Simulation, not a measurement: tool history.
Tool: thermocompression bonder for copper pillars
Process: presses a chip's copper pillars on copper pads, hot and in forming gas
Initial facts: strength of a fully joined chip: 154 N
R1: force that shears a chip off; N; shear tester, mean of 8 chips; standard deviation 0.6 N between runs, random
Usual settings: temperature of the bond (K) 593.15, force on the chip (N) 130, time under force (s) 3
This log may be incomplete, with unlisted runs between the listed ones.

Run 1, day 0: usual settings. Result: R1 98.9 N.
Run 2, day 0.846: usual settings. Result: R1 98.9 N.
Run 3, day 1.317: usual settings. Result: R1 97.9 N.
Run 4, day 2.1: usual settings but force on the chip (N) 84. Result: R1 76.7 N.
Run 5, day 2.717: usual settings but force on the chip (N) 84. Result: R1 75.9 N.
Run 6, day 3.442: usual settings but force on the chip (N) 84. Result: R1 75.5 N.
Run 7, day 3.912: usual settings but temperature of the bond (K) 569.15, force on the chip (N) 84. Result: R1 60.5 N.
Run 8, day 4.85: usual settings but temperature of the bond (K) 569.15, force on the chip (N) 84. Result: R1 60.1 N.
Run 9, day 5.525: usual settings but temperature of the bond (K) 609.15. Result: R1 106.9 N.
Run 10, day 6.362: usual settings but temperature of the bond (K) 609.15. Result: R1 106.8 N.
Run 11, day 6.904: usual settings but temperature of the bond (K) 609.15, time under force (s) 4. Result: R1 113.1 N.
Run 12, day 7.758: usual settings but temperature of the bond (K) 609.15, time under force (s) 4. Result: R1 112.7 N.
Run 13, day 8.354: usual settings but temperature of the bond (K) 612.15, force on the chip (N) 149, time under force (s) 8. Result: R1 132.1 N.
Run 14, day 8.912: usual settings but temperature of the bond (K) 564.15, force on the chip (N) 148. Result: R1 82.7 N.
Run 15, day 9.725: usual settings but time under force (s) 6. Result: R1 112.9 N.
Run 16, day 10.217: usual settings but temperature of the bond (K) 603.15, force on the chip (N) 91, time under force (s) 2. Result: R1 73.8 N.
Run 17, day 10.95: usual settings but temperature of the bond (K) 577.15, force on the chip (N) 147. Result: R1 90.9 N.
Run 18, day 11.454: usual settings but temperature of the bond (K) 589.15, force on the chip (N) 139, time under force (s) 2. Result: R1 85.5 N.
Run 19, day 12.358: usual settings but temperature of the bond (K) 589.15, force on the chip (N) 139, time under force (s) 2. Result: R1 85.5 N.

Per-run results on a tool with no hidden state, each run keeping its own random variation:
Hidden conditions of the tool in this case: true temperature of the bond over the reading, C; force that reaches the chip, % of what is set; oxide that the forming gas leaves, % of the face; drift of the gauge itself on shear_n, %.
run     R1
  1  105.1
  2  105.4
  3  104.5
  4   82.3
  5   81.7
  6   81.5
  7   65.6
  8   65.4
  9  115.6
 10  115.7
 11  122.6
 12  122.6
 13  143.2
 14     91
 15  123.7
 16   81.7
 17  100.6
 18   94.9
 19   95.2

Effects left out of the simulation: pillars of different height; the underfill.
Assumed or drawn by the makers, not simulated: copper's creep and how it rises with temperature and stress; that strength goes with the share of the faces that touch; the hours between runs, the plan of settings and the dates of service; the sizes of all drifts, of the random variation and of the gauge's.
